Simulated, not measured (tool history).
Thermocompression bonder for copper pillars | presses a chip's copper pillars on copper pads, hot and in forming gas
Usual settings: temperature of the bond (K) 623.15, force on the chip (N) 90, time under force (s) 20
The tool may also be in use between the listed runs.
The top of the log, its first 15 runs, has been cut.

| run | day | temperature of the bond (K) | force on the chip (N) | time under force (s) | force that shears a chip off (N) |
|---|---|---|---|---|---|
| 16 | 39.846 | 610.15 | 90 | 20 | 77.5 |
| 17 | 42.438 | 597.15 | 90 | 20 | 68.9 |
| 18 | 45.383 | 597.15 | 90 | 29 | 80.1 |
| 19 | 48.554 | 597.15 | 90 | 29 | 79.7 |
| 20 | 50.371 | 639.15 | 90 | 20 | 93.6 |
| 21 | 52.433 | 610.15 | 83 | 12 | 60.5 |
|  | 55.7 | forming gas filter changed |
| 22 | 55.854 | 610.15 | 83 | 12 | 60.7 |
| 23 | 58.804 | 614.15 | 90 | 20 | 80.7 |
|  | 59.879 | force cell calibrated |
| 24 | 62.171 | 612.15 | 62 | 19 | 58.9 |
| 25 | 64.533 | 637.15 | 70 | 11 | 63.8 |
| 26 | 67.796 | 637.15 | 70 | 11 | 64.5 |
| 27 | 70.396 | 623.15 | 93 | 20 | 86.3 |
| 28 | 72.192 | 623.15 | 93 | 20 | 87 |
| 29 | 75.271 | 637.15 | 68 | 12 | 64.5 |
| 30 | 78.75 | 623.15 | 68 | 15 | 63.4 |
| 31 | 80.746 | 626.15 | 90 | 18 | 84 |
|  | 83.462 | forming gas filter changed |
| 32 | 84.221 | 626.15 | 67 | 20 | 71.8 |
| 33 | 86.171 | 626.15 | 67 | 20 | 71.7 |
| 34 | 89.45 | 611.15 | 129 | 34 | 111.6 |
| 35 | 91.829 | 611.15 | 129 | 34 | 112.6 |
| 36 | 93.725 | 650.15 | 79 | 15 | 85.7 |
| 37 | 96.229 | 632.15 | 79 | 23 | 88.1 |
| 38 | 98.862 | 630.15 | 124 | 23 | 110.2 |
| 39 | 100.733 | 600.15 | 58 | 20 | 53.3 |

Consider 5 possible next runs. They are alternatives, not a sequence: every one starts from the tool as it was left by run 39. What does each give?
| A | 103.592 | 600.15 | 64 | 20 | ? |
| B | 103.592 | 607.15 | 83 | 20 | ? |
| C | 103.592 | 628.15 | 85 | 32 | ? |
| D | 103.592 | 641.15 | 66 | 20 | ? |
| E | 103.592 | 648.15 | 58 | 14 | ? |

| run | force that shears a chip off (N) |
|---|---|
| A | 56.6 |
| B | 72.2 |
| C | 98.8 |
| D | 79.2 |
| E | 67.8 |
With the hidden condition removed and each run's random variation left untouched, the same runs would have given:
| run | force that shears a chip off (N) |
|---|---|
| A | 56.6 |
| B | 72.3 |
| C | 99 |
| D | 79.3 |
| E | 67.9 |
